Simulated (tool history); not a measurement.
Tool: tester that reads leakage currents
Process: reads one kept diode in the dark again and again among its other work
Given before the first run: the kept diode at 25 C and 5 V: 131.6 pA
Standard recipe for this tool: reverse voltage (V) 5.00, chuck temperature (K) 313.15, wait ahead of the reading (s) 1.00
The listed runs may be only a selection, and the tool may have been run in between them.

run,hour,reverse voltage (V),chuck temperature (K),wait ahead of the reading (s),current that the tester gives (pA)
1,0.0,5.00,313.15,1.00,429.55
2,39.4,5.00,313.15,1.00,429.77
3,90.8,5.00,313.15,1.00,434.03
4,123.0,5.00,313.15,1.00,431.43
5,157.7,5.00,313.15,1.00,432.42
6,184.8,5.00,313.15,0.40,433.10
7,230.8,5.00,313.15,1.52,434.07
8,273.7,5.00,313.15,8.34,435.80
# hour 308.2: chuck's temperature calibrated
9,321.9,5.00,316.15,1.00,472.91
10,354.8,5.00,316.15,1.00,473.32
11,410.5,1.01,316.15,1.00,236.02
12,444.5,1.01,316.15,1.00,237.21
13,467.3,5.00,305.15,1.00,224.07
14,503.3,3.66,305.15,1.00,195.75
15,537.8,2.99,294.15,1.00,79.78
16,566.9,8.29,294.15,6.33,125.16
17,616.6,5.00,311.15,1.00,343.15
18,649.9,7.20,314.15,7.46,494.60
19,675.2,1.80,300.15,7.46,100.17
20,708.4,3.16,300.15,0.82,130.28
21,764.3,3.16,300.15,0.82,130.26
22,789.7,1.46,302.15,10.00,107.55
23,833.0,1.46,302.15,10.00,107.15
24,869.6,1.46,302.15,10.00,107.21
25,913.5,5.00,311.15,0.68,350.17
26,958.4,5.00,311.15,0.68,353.20
27,1002.2,5.00,311.15,0.68,353.06
28,1046.7,3.70,315.15,3.45,405.20

Consider 5 possible next runs. They are alternatives, not a sequence: every one starts from the tool as it was left by run 28. What does each give?
A,1089.9,5.00,313.15,0.50,?
B,1089.9,3.70,315.15,0.46,?
C,1089.9,19.31,315.15,3.45,?
D,1089.9,1.02,309.15,1.00,?
E,1089.9,3.70,315.15,2.03,?

run,current that the tester gives (pA)
A,407.62
B,408.44
C,840.69
D,152.37
E,405.54
Had the tool no hidden state, the same runs would have come out as:
run,current that the tester gives (pA)
A,386.60
B,387.72
C,797.07
D,144.35
E,384.91

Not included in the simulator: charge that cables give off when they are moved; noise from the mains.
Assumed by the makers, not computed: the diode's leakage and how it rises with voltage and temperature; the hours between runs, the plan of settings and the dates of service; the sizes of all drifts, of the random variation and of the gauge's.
